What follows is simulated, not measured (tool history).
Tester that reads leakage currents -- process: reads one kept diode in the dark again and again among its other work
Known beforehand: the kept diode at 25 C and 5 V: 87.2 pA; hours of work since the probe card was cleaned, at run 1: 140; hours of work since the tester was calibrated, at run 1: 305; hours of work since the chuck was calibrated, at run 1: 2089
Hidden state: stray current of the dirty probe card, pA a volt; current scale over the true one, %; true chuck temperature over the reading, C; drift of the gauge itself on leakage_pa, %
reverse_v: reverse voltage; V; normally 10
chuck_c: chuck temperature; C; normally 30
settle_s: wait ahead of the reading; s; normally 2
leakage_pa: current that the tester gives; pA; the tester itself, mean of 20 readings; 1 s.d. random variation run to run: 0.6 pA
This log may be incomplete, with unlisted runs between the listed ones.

run	hour	reverse_v	chuck_c	settle_s	hours of work since the probe card was cleaned	hours of work since the tester was calibrated	hours of work since the chuck was calibrated	leakage_pa
1	0	10	30	2	140	305	2089	198.61
2	23.1	10	30	2	150	315	2099	198.48
3	51.9	10	30	2	163	328	2112	199.61
4	71.5	10	30	2	171	336	2120	198.54
5	101.6	10	30	2	185	349	2134	198.53
6	129.3	10	30	2	197	361	2146	199.31
7	161.6	10	30	0.63	211	375	2160	203.31
8	195.5	10	30	0.63	226	390	2174	203.11
9	223.9	10	30	0.63	238	403	2187	201.84
10	259.8	1.3	37	6.79	254	418	2203	118.3
11	278.1	1.3	37	6.79	262	426	2210	118.33
12	304	1.3	37	6.79	273	438	2222	117.2
13	337.2	10	55	3.44	287	452	2236	1456.21
14	360.1	9.9	30	2	297	462	2246	197.76
15	392.5	18.9	20	2	311	476	2260	117.45
16	422.1	10	22	2	324	489	2273	98.92

Each row is a separate what-if for the run after 16, all from the same tool condition, not one after another. Results?
A	442.8	1.2	25	2	333	498	2282	?
B	442.8	2.8	31	1.39	333	498	2282	?
C	442.8	10	25	5.24	333	498	2282	?

run	leakage_pa
A	40.23
B	107.77
C	127.96
With no hidden state in the tool, these same runs would have given:
run	leakage_pa
A	40.29
B	107.93
C	128.14

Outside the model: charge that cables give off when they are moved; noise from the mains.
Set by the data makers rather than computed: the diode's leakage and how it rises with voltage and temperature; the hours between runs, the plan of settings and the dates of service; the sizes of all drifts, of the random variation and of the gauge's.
